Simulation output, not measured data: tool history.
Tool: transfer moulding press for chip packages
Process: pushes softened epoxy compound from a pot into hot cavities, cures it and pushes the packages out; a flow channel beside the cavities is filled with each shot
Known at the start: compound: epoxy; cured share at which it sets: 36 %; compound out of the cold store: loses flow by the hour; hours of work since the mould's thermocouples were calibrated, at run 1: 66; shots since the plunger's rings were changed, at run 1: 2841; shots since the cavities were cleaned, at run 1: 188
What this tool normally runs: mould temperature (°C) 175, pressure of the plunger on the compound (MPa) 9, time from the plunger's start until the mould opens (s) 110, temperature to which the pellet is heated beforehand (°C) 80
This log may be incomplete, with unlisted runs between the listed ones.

| run | hour | mould temperature (°C) | pressure of the plunger on the compound (MPa) | time from the plunger's start until the mould opens (s) | temperature to which the pellet is heated beforehand (°C) | hours of work since the mould's thermocouples were calibrated | shots since the plunger's rings were changed | shots since the cavities were cleaned | incoming compound's hours out of the cold store | length that the compound runs in the flow channel (mm) | greatest force on the pins that push the packages out (N) |
|---|---|---|---|---|---|---|---|---|---|---|---|
| 1 | 0 | 175 | 9 | 110 | 80 | 66 | 2841 | 188 | 40.7 | 687 | 415 |
| 2 | 19.9 | 175 | 9 | 110 | 80 | 80 | 3076 | 423 | 9.6 | 795 | 417 |
|  | 31.8 | plunger's sealing rings changed |
|  | 43.8 | cavities cleaned with cleaning compound and waxed |
| 3 | 48.5 | 175 | 9 | 110 | 71 | 98 | 179 | 55 | 16.2 | 777 | 411 |
| 4 | 58.4 | 175 | 9 | 110 | 71 | 105 | 297 | 173 | 47.9 | 668 | 418 |
| 5 | 72.2 | 175 | 9.4 | 110 | 80 | 115 | 460 | 336 | 33 | 729 | 406 |
| 6 | 92.3 | 175 | 9.4 | 110 | 80 | 130 | 697 | 573 | 16 | 790 | 424 |
|  | 100.9 | cavities cleaned with cleaning compound and waxed |
| 7 | 114.4 | 175 | 9.4 | 110 | 80 | 145 | 941 | 160 | 24.6 | 758 | 416 |
| 8 | 134.5 | 176 | 9.4 | 110 | 80 | 160 | 1178 | 397 | 45 | 689 | 410 |
| 9 | 147.4 | 176 | 9.4 | 110 | 80 | 169 | 1330 | 549 | 20 | 771 | 415 |
|  | 157.6 | cavities cleaned with cleaning compound and waxed |
| 10 | 159.6 | 176 | 9.4 | 110 | 80 | 177 | 1457 | 23 | 20.7 | 772 | 423 |
| 11 | 170.9 | 176 | 9.4 | 110 | 80 | 185 | 1590 | 156 | 9.5 | 812 | 407 |
| 12 | 195 | 176 | 9.4 | 110 | 80 | 203 | 1875 | 441 | 32.5 | 730 | 412 |
| 13 | 208.3 | 176 | 9.4 | 110 | 80 | 212 | 2033 | 599 | 39.1 | 703 | 418 |
|  | 215 | cavities cleaned with cleaning compound and waxed |
| 14 | 233.4 | 176 | 9.4 | 110 | 80 | 229 | 2311 | 217 | 36 | 716 | 402 |
| 15 | 257.9 | 176 | 9.4 | 110 | 80 | 247 | 2601 | 507 | 29.2 | 739 | 394 |
|  | 272.5 | cavities cleaned with cleaning compound and waxed |
| 16 | 277.1 | 176 | 9.4 | 110 | 80 | 260 | 2810 | 55 | 13.9 | 796 | 409 |
| 17 | 295 | 175 | 10.04 | 110 | 80 | 273 | 3022 | 267 | 13 | 831 | 418 |
|  | 311.4 | plunger's sealing rings changed |
| 18 | 320.2 | 175 | 8.63 | 110 | 77 | 290 | 104 | 534 | 37.7 | 684 | 421 |
|  | 333 | cavities cleaned with cleaning compound and waxed |
| 19 | 343 | 175 | 8.63 | 110 | 77 | 305 | 356 | 118 | 24.2 | 732 | 419 |
| 20 | 362.4 | 183 | 9.61 | 134 | 71 | 319 | 585 | 347 | 26.4 | 734 | 407 |
| 21 | 374.9 | 168 | 9 | 147 | 82 | 329 | 733 | 495 | 17.5 | 802 | 406 |
|  | 390.9 | cavities cleaned with cleaning compound and waxed |
| 22 | 397.6 | 168 | 9 | 147 | 82 | 344 | 983 | 78 | 20.2 | 801 | 417 |
| 23 | 409.7 | 169 | 9 | 149 | 73 | 353 | 1127 | 222 | 39.4 | 724 | 400 |
| 24 | 425.4 | 169 | 9 | 149 | 73 | 364 | 1312 | 407 | 27.6 | 757 | 406 |
| 25 | 439.4 | 169 | 9 | 149 | 73 | 374 | 1477 | 572 | 36.1 | 728 | 423 |
|  | 448.1 | cavities cleaned with cleaning compound and waxed |
| 26 | 453.4 | 169 | 9 | 149 | 73 | 384 | 1626 | 64 | 46.1 | 703 | 409 |
| 27 | 465.1 | 169 | 9 | 149 | 73 | 392 | 1764 | 202 | 31.1 | 745 | 413 |
| 28 | 487.6 | 175 | 9.35 | 127 | 84 | 408 | 2029 | 467 | 39.3 | 705 | 403 |

4 options for the next run, each taken on its own from the tool as it stands now. Forecast them:
|  | 504.7 | cavities cleaned with cleaning compound and waxed |
| A | 504.7 | 175 | 9 | 110 | 86 | 420 | 2214 | 0 | 9.6 | ? | ? |
|  | 504.7 | cavities cleaned with cleaning compound and waxed |
| B | 504.7 | 175 | 9.35 | 120 | 84 | 420 | 2214 | 0 | 45.1 | ? | ? |
|  | 504.7 | cavities cleaned with cleaning compound and waxed |
| C | 504.7 | 175 | 7.98 | 99 | 82 | 420 | 2214 | 0 | 24.1 | ? | ? |
|  | 504.7 | cavities cleaned with cleaning compound and waxed |
| D | 504.7 | 175 | 9.71 | 115 | 83 | 420 | 2214 | 0 | 36.9 | ? | ? |

| run | length that the compound runs in the flow channel (mm) | greatest force on the pins that push the packages out (N) |
|---|---|---|
| A | 800 | 429 |
| B | 690 | 413 |
| C | 702 | 473 |
| D | 730 | 410 |
What these runs would have given with no unlogged condition in the tool:
| run | length that the compound runs in the flow channel (mm) | greatest force on the pins that push the packages out (N) |
|---|---|---|
| A | 800 | 429 |
| B | 691 | 413 |
| C | 702 | 473 |
| D | 731 | 410 |
